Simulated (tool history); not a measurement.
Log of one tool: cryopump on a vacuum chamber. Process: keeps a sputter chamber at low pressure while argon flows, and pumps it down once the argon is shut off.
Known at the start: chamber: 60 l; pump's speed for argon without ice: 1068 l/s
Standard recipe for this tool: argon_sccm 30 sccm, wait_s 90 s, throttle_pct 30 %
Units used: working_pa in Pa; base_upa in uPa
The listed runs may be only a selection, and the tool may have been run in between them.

run	hour	argon_sccm	wait_s	throttle_pct	working_pa	base_upa
1	0	30	90	30	0.1827	3.04
# hour 36: pump warmed up, emptied and cooled again
2	45.7	40	90	30	0.2122	2.47
3	89.1	40	90	30	0.2112	2.33
4	144.9	40	90	30	0.2143	2.56
5	190.3	13	90	30	0.0698	2.49
6	251.2	13	90	30	0.0727	2.57
7	297	43	103	20	0.353	2.5
8	328.8	43	103	20	0.3494	2.5
9	386.5	14	103	17	0.1337	2.64
10	431.6	14	103	17	0.1346	2.65
11	464.4	14	103	17	0.1355	2.69
12	490	14	103	17	0.1365	2.68

Branching from run 12: 3 alternative next runs. What would each branch give?
A	525.5	30	26	30	?	?
B	525.5	39	103	17	?	?
C	525.5	26	90	41	?	?

run	working_pa	base_upa
A	0.1731	5.25
B	0.3822	2.69
C	0.1116	2.86
The same runs, with their run-to-run variation unchanged, on a tool lacking any hidden condition would have given:
run	working_pa	base_upa
A	0.1599	3.59
B	0.3651	1.08
C	0.1003	1.2
